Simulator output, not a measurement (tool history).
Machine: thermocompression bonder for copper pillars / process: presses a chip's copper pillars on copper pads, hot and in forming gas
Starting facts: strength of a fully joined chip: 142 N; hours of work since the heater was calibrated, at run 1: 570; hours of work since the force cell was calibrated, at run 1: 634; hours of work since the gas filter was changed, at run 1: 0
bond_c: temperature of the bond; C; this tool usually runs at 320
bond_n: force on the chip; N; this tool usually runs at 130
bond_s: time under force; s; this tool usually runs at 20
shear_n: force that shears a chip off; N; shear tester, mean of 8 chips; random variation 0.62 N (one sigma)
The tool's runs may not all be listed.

run,hour,bond_c,bond_n,bond_s,hours of work since the heater was calibrated,hours of work since the force cell was calibrated,hours of work since the gas filter was changed,shear_n
1,0,320,130,20,570,634,0,77.4
2,31.5,320,130,21,593,656,22,77.9
3,48.9,320,130,20,605,669,34,75.9
4,80.8,320,130,20,627,691,57,76.9
5,97,320,130,20,639,702,68,75.8
6,131,320,130,20,663,726,92,75.3
7,153.3,320,130,20,678,742,108,73.4
8,176.6,320,130,20,695,758,124,72.9
# hour 180.8: heater calibrated with a thermocouple chip
9,212.6,320,157,20,22,782,148,78.9
10,236.5,297,151,40,39,799,165,84
11,264.9,297,151,40,59,819,185,83.3
# hour 278.9: heater calibrated with a thermocouple chip, once more
12,283.1,312,158,38,3,830,196,86.6
13,303.7,296,133,38,17,845,211,71.7
14,321.4,296,133,38,30,857,223,71.1
15,339,296,133,38,42,870,236,70.8
16,362.6,330,182,12,59,886,252,71.6

4 ways to go on from here, each from the tool as it stands after run 16. What would each give?
A,395.8,330,160,17,82,910,275,?
B,395.8,336,130,20,82,910,275,?
C,395.8,344,186,20,82,910,275,?
D,395.8,330,169,12,82,910,275,?

run,shear_n
A,75.2
B,74.6
C,89.8
D,67.9
Without the tool's unlogged condition, the same runs would have read:
run,shear_n
A,83.2
B,82.6
C,99.7
D,75.2

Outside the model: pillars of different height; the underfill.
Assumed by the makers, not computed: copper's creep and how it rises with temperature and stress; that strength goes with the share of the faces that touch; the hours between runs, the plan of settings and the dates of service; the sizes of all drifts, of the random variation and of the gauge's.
